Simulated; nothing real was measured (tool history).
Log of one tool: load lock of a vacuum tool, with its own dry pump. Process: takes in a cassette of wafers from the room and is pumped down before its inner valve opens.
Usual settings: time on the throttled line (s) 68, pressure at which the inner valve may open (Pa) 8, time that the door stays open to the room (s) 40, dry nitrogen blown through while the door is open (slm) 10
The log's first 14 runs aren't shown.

run	hour	time on the throttled line (s)	pressure at which the inner valve may open (Pa)	time that the door stays open to the room (s)	dry nitrogen blown through while the door is open (slm)	incoming humidity of the room's air, %	time from the closed door until the inner valve may open (s)	rise of the pressure with all valves shut (Pa/min)
15	2102.0	72	8	40	16	44.4	159.5	0.034
16	2251.4	72	8	40	16	44.8	158.8	0.027
17	2384.9	68	8	67	7	43.8	158.0	0.048
18	2475.7	128	10	38	4	46.6	195.5	0.041
19	2603.5	44	8	91	10	47.9	140.6	0.062
20	2715.6	44	8	68	10	46.2	137.8	0.052
21	2916.4	44	8	68	10	43.7	139.7	0.048
22	3124.9	44	8	68	10	44.2	139.1	0.044
23	3321.1	135	7	31	10	46.1	204.3	0.027
24	3425.0	135	8	130	10	44.7	201.2	0.072
25	3577.1	135	7	41	10	47.4	206.9	0.039
26	3760.9	135	7	41	10	42.2	204.9	0.032
27	3866.2	55	13	202	23	43.9	139.7	0.071
28	4067.7	55	13	202	23	44.5	140.3	0.065
29	4233.2	56	7	74	7	46.9	150.8	0.060
30	4398.7	46	10	66	9	42.4	136.2	0.046

Forecast each of these 4 alternatives for the next run:
A	4609.5	50	6	40	12	45.7	?	?
B	4609.5	58	8	112	10	44.7	?	?
C	4609.5	46	10	33	9	42.3	?	?
D	4609.5	46	10	203	6	47.3	?	?

run	time from the closed door until the inner valve may open (s)	rise of the pressure with all valves shut (Pa/min)
A	147.1	0.034
B	147.0	0.059
C	137.6	0.032
D	138.4	0.112
Without the tool's hidden state the same runs would have given:
run	time from the closed door until the inner valve may open (s)	rise of the pressure with all valves shut (Pa/min)
A	147.0	0.033
B	147.0	0.058
C	137.5	0.031
D	138.3	0.111

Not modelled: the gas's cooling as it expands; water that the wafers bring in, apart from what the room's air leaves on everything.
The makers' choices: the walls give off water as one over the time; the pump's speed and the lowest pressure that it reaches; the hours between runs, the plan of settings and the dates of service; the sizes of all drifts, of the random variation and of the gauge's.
